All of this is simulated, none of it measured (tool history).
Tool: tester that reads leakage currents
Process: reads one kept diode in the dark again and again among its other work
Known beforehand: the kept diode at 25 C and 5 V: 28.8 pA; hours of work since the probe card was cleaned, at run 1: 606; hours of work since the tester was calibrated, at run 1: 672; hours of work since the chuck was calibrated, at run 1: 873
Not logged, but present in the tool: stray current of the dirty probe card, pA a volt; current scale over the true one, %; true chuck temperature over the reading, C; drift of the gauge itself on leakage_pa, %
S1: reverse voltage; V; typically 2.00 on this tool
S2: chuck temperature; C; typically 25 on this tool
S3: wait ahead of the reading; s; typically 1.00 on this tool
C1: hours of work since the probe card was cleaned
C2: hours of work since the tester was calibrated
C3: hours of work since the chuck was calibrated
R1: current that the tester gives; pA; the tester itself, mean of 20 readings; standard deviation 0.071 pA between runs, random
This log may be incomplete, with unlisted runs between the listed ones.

{"run": 1, "hour": 0.0, "S1": 2.0, "S2": 25, "S3": 1.0, "C1": 606, "C2": 672, "C3": 873, "R1": 20.9}
{"run": 2, "hour": 38.1, "S1": 2.0, "S2": 25, "S3": 1.0, "C1": 636, "C2": 703, "C3": 903, "R1": 20.86}
{"hour": 57.5, "done": "chuck's temperature calibrated"}
{"run": 3, "hour": 67.1, "S1": 2.0, "S2": 25, "S3": 1.0, "C1": 658, "C2": 724, "C3": 8, "R1": 17.65}
{"run": 4, "hour": 127.0, "S1": 2.0, "S2": 25, "S3": 1.0, "C1": 705, "C2": 772, "C3": 55, "R1": 17.77}
{"run": 5, "hour": 154.2, "S1": 2.0, "S2": 25, "S3": 1.0, "C1": 727, "C2": 794, "C3": 77, "R1": 17.76}
{"run": 6, "hour": 216.3, "S1": 2.0, "S2": 25, "S3": 1.0, "C1": 776, "C2": 843, "C3": 126, "R1": 18.09}
{"run": 7, "hour": 247.7, "S1": 10.95, "S2": 21, "S3": 1.0, "C1": 801, "C2": 868, "C3": 151, "R1": 38.98}
{"run": 8, "hour": 293.6, "S1": 10.95, "S2": 21, "S3": 1.0, "C1": 838, "C2": 905, "C3": 188, "R1": 39.72}
{"run": 9, "hour": 340.0, "S1": 1.31, "S2": 23, "S3": 6.9, "C1": 875, "C2": 941, "C3": 225, "R1": 12.23}
{"run": 10, "hour": 399.9, "S1": 1.31, "S2": 23, "S3": 6.9, "C1": 922, "C2": 989, "C3": 272, "R1": 12.2}
{"run": 11, "hour": 430.9, "S1": 1.31, "S2": 23, "S3": 6.9, "C1": 947, "C2": 1014, "C3": 297, "R1": 12.31}
{"run": 12, "hour": 477.2, "S1": 1.31, "S2": 23, "S3": 6.9, "C1": 984, "C2": 1051, "C3": 334, "R1": 12.46}

Difference, measured minus no-hidden-state, one row per run. Run-to-run variation is common to both terms; the gauge's own scatter need not be:
run=1 R1=+3.98
run=2 R1=+4.10
run=3 R1=+0.69
run=4 R1=+0.89
run=5 R1=+0.99
run=6 R1=+1.22
run=7 R1=+5.26
run=8 R1=+5.78
run=9 R1=+1.12
run=10 R1=+1.26
run=11 R1=+1.34
run=12 R1=+1.44
